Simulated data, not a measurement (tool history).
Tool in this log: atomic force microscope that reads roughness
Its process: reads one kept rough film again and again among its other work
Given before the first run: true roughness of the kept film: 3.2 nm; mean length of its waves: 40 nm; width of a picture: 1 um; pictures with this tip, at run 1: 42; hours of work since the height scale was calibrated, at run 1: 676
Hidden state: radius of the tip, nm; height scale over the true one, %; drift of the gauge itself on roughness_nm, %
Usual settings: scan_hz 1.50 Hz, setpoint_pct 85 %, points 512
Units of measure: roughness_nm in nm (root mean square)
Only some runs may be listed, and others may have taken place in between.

run,hour,scan_hz,setpoint_pct,points,pictures with this tip,hours of work since the height scale was calibrated,roughness_nm
1,0.0,1.50,85,512,42,676,2.714
2,31.6,1.50,85,512,85,694,2.639
3,49.5,1.50,85,512,109,704,2.583
4,71.9,1.50,85,512,139,716,2.542
5,106.3,1.50,84,512,186,735,2.474
6,132.8,1.50,84,512,221,750,2.431
7,168.4,3.32,85,512,269,770,2.186
8,200.8,3.32,85,323,313,788,2.144
9,227.8,3.32,85,323,350,803,2.081
# hour 242.5: new tip fitted
10,260.6,1.50,85,299,24,821,2.713
11,297.4,1.50,85,492,74,841,2.653
12,328.9,1.50,85,492,116,859,2.538
13,350.2,1.50,85,492,145,870,2.535
14,370.4,1.50,85,512,172,882,2.506
15,405.1,1.50,85,512,219,901,2.427
16,434.2,1.50,85,512,258,917,2.372
17,462.8,1.50,85,512,297,933,2.309
18,491.2,2.63,85,512,335,949,2.148
19,507.8,2.63,81,512,358,958,2.188
# hour 514.0: new tip fitted
20,527.8,0.79,85,512,19,969,2.856
21,553.8,1.50,85,512,54,983,2.693
22,573.7,1.50,56,512,81,994,2.781
23,602.6,1.85,63,512,120,1010,2.684
24,621.6,0.51,74,905,145,1021,2.688
25,657.3,0.51,74,905,194,1041,2.584
26,679.9,2.59,85,885,224,1053,2.297
27,716.2,3.65,85,512,273,1073,2.142
28,747.8,2.91,60,512,316,1091,2.386
29,782.2,1.65,58,512,362,1110,2.351
# hour 786.1: new tip fitted
30,813.8,2.77,63,633,37,1127,2.805
31,837.9,1.58,71,801,70,1141,2.771
32,865.2,1.58,71,801,106,1156,2.691
33,892.6,1.50,82,648,143,1171,2.552
34,928.1,1.50,82,648,191,1191,2.516
35,962.2,0.92,73,900,237,1210,2.519
36,997.1,0.92,73,900,284,1229,2.450
37,1022.3,0.92,73,900,318,1243,2.414
38,1052.5,1.70,85,335,359,1260,2.208
# hour 1059.2: new tip fitted
39,1078.3,1.50,81,512,26,1274,2.775
40,1114.8,0.51,85,512,75,1294,2.755
41,1151.3,0.51,85,512,125,1315,2.686

Difference, measured minus no-hidden-state, one row per run. Run-to-run variation is common to both terms; the gauge's own scatter need not be:
run,roughness_nm
1,-0.055
2,-0.128
3,-0.168
4,-0.217
5,-0.285
6,-0.333
7,-0.369
8,-0.423
9,-0.466
10,-0.032
11,-0.120
12,-0.188
13,-0.233
14,-0.275
15,-0.337
16,-0.388
17,-0.442
18,-0.463
19,-0.508
20,-0.016
21,-0.082
22,-0.131
23,-0.197
24,-0.240
25,-0.317
26,-0.328
27,-0.375
28,-0.479
29,-0.550
30,-0.041
31,-0.099
32,-0.163
33,-0.224
34,-0.306
35,-0.381
36,-0.451
37,-0.499
38,-0.516
39,-0.033
40,-0.122
41,-0.209
